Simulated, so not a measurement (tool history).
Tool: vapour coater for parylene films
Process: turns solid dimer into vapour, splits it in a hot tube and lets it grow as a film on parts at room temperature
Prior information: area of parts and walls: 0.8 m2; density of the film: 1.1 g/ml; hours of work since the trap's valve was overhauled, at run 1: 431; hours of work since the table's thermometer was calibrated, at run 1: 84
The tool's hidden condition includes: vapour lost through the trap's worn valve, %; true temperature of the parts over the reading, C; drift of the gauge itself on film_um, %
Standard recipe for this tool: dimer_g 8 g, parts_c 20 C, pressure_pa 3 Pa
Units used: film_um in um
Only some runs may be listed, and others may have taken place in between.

run    hour  dimer_g  parts_c  pressure_pa  hours of work since the trap's valve was overhauled  hours of work since the table's thermometer was calibrated  film_um
  1       0        8       20            3                                                  431                                                          84     7.22
  2      62        8       20            3                                                  456                                                         109     7.07
  3     132        8       20            3                                                  484                                                         137     7.17
  4   190.4        8       20            3                                                  507                                                         161     7.07
  5   242.5        8       20            3                                                  529                                                         182     7.07
  6   301.2        8       20            3                                                  552                                                         206     7.06
  7   365.7       12       20            3                                                  578                                                         232    10.57
  8   437.4        8       20         6.76                                                  607                                                         261     6.35
  9   472.8        8       20         7.18                                                  622                                                         275     6.37
 10   528.9        8       20         7.18                                                  644                                                         298     6.29
 11     582        8       20         7.18                                                  666                                                         319     6.17
        631  -- trap's valve overhauled
 12   637.5       13       20            3                                                    3                                                         340     12.1
 13   699.3       13       20            3                                                   28                                                         365    12.01
 14     736       13       20            3                                                   42                                                         380    11.96
 15   785.3       13       20            3                                                   62                                                         399    11.96
 16   833.8        8       20            3                                                   82                                                         419     7.47
      840.8  -- table's thermometer calibrated
 17   881.7        8       20            3                                                  101                                                          17     7.48
 18   917.4        8       20            3                                                  115                                                          31     7.33
 19   962.9        4       20            3                                                  134                                                          49     3.63
 20  1030.7        8       20         3.91                                                  161                                                          77     7.05
 21  1066.9        8       20         3.91                                                  176                                                          91     7.04
 22  1128.6       14       20         2.99                                                  201                                                         116    12.65
     1136.3  -- table's thermometer calibrated, once more
 23  1180.6        4       25         9.45                                                  221                                                          18      2.5
 24  1245.5        5       13         3.68                                                  247                                                          44     5.44
 25  1274.8       14       13         2.38                                                  259                                                          56    15.29
 26  1335.7       14       13         2.38                                                  284                                                          81     15.4
 27  1401.3        8       13         4.87                                                  310                                                         107     8.77
 28  1470.7        8       24         4.87                                                  338                                                         135     5.46
 29    1536        5       14          8.4                                                  365                                                         161     5.25
 30  1588.1        8       31         6.33                                                  386                                                         183     3.86
 31    1644        8       31         6.33                                                  408                                                         205      3.9
 32  1706.3        3       23            3                                                  434                                                         230     2.35
 33  1776.8        3       23            3                                                  462                                                         259     2.32
 34  1807.2        3       23            3                                                  474                                                         271     2.33
 35  1863.7        3       23            3                                                  497                                                         294     2.28
 36    1917        3       13         2.42                                                  519                                                         315     3.16
 37  1980.6        3       14         3.69                                                  544                                                         341      3.2
 38  2047.5        3       14         3.69                                                  571                                                         368      3.2
 39    2090        7       27         3.69                                                  589                                                         385     4.22
 40  2131.4        8       12         4.92                                                  605                                                         402     8.39
 41  2201.9        9       20            3                                                  634                                                         430     7.88

Describe how what the log doesn't record of the tool's condition differs between the last listed run preceding each entry between runs and the first listed run following it.
Run 11 -> run 12: trap's valve overhauled (hour 631)
  vapour lost through the trap's worn valve, %: 6.1 -> 0; true temperature of the parts over the reading, C: 0.04 -> 0.05
  what was measured, less what the result would be without the hidden state, film_um: -0.41 -> -0.03 um
Run 16 -> run 17: table's thermometer calibrated (hour 840.8)
  vapour lost through the trap's worn valve, %: 0.7 -> 0.8; true temperature of the parts over the reading, C: 0.1 -> 0.14
  what was measured, less what the result would be without the hidden state, film_um: -0.09 -> -0.11 um
Run 22 -> run 23: table's thermometer calibrated, once more (hour 1136.3)
  vapour lost through the trap's worn valve, %: 1.6 -> 1.8; true temperature of the parts over the reading, C: 0.2 -> 0.02
  what was measured, less what the result would be without the hidden state, film_um: -0.33 -> -0.05 um
